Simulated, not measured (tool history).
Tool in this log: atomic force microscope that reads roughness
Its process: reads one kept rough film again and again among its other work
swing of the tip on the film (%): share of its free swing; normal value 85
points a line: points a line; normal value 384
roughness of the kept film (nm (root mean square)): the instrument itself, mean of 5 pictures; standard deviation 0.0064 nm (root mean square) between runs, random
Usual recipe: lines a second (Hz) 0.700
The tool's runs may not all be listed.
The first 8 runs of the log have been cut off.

run,day,lines a second (Hz),swing of the tip on the film (%),points a line,pictures with this tip,hours of work since the height scale was calibrated,roughness of the kept film (nm (root mean square))
9,2.558,0.688,85,384,55,174,2.028
10,2.854,0.700,85,384,63,178,2.034
11,3.054,0.700,90,384,69,182,1.977
12,3.367,0.700,85,384,77,187,2.015
13,3.562,0.700,85,384,82,190,2.032
14,3.854,0.700,85,384,90,194,2.007
15,4.129,0.700,78,384,97,199,2.068
16,4.396,0.700,78,384,104,203,2.067
17,4.825,0.700,78,384,116,210,2.069
18,5.062,0.700,78,384,122,214,2.046
19,5.429,1.269,85,384,132,220,1.844
20,5.821,1.269,85,384,142,226,1.845
21,6.162,1.269,85,559,151,231,1.843
22,6.496,1.269,85,559,160,237,1.836
23,6.821,1.269,85,559,169,242,1.839
24,7.012,1.269,85,559,174,245,1.835
25,7.388,1.269,85,559,184,251,1.829
26,7.671,0.776,85,436,191,256,1.953
27,8.017,0.776,85,436,201,261,1.949
28,8.396,0.700,88,518,211,267,1.933

For run 29, what comes out?
29,8.733,2.217,57,311,220,273,?

Run 29 came out at roughness of the kept film (nm (root mean square)) 2.009.
Minus the tool's unlogged condition, the same run would have read roughness of the kept film (nm (root mean square)) 2.126.

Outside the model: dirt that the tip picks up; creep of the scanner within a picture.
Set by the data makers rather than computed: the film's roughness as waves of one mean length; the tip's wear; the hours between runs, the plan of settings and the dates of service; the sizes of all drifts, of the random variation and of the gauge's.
